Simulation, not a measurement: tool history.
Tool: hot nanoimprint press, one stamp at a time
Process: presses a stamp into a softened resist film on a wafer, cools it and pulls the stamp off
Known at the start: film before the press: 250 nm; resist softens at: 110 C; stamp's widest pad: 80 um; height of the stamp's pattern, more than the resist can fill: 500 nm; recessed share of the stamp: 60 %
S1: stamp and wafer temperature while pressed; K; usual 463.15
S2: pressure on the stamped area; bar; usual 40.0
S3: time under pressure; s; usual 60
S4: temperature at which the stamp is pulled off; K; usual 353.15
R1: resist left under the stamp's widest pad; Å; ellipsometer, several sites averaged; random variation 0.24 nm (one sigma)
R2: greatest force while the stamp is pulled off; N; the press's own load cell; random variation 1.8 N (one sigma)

run    day      S1    S2  S3      S4    R1   R2
  1  0.000  463.15  40.0  60  353.15  1140  238
  2  0.217  463.15  40.0  60  358.15  1140  200
  3  0.467  463.15  40.0  60  358.15  1136  202
  4  0.646  463.15  40.0  60  353.15  1136  239
  5  0.962  465.15  40.0  60  353.15  1041  236
  6  1.300  465.15  40.0  60  353.15  1035  238
  7  1.596  463.15  40.0  70  353.15  1069  232
  8  1.850  452.15  40.0  60  353.15  1782  239
  9  2.162  452.15  40.0  60  353.15  1782  238
 10  2.521  452.15  40.0  60  353.15  1775  238
 11  2.875  452.15  40.0  60  353.15  1778  240
 12  3.029  452.15  40.0  60  353.15  1779  238
 13  3.183  452.15  60.0  59  353.15  1592  237
 14  3.462  474.15  31.9  74  349.15   678  262
 15  3.750  474.15  31.9  74  349.15   676  265
 16  4.038  474.15  31.9  82  361.15   642  181
 17  4.254  463.15  40.0  62  353.15  1110  239
 18  4.583  451.15  48.9  62  353.15  1718  235
 19  4.900  456.15  29.2  75  354.15  1565  229
 20  5.217  466.15  41.1  31  350.15  1246  256
     5.517  -- gauge calibrated
 21  5.562  475.15  32.1  51  342.15   771  311

Forecast each of these 5 alternatives for the next run:
  A  5.892  475.15  32.1   76  342.15   ?   ?
  B  5.892  469.15  32.1   51  339.15   ?   ?
  C  5.892  475.15  30.3   44  359.15   ?   ?
  D  5.892  475.15  46.8   92  357.15   ?   ?
  E  5.892  475.15  40.4  104  356.15   ?   ?

run    R1   R2
  A   644  317
  B  1011  338
  C   845  195
  D   489  211
  E   498  217
Without the tool's hidden state the same runs would have given:
run    R1   R2
  A   645  316
  B  1013  338
  C   847  194
  D   490  211
  E   499  217
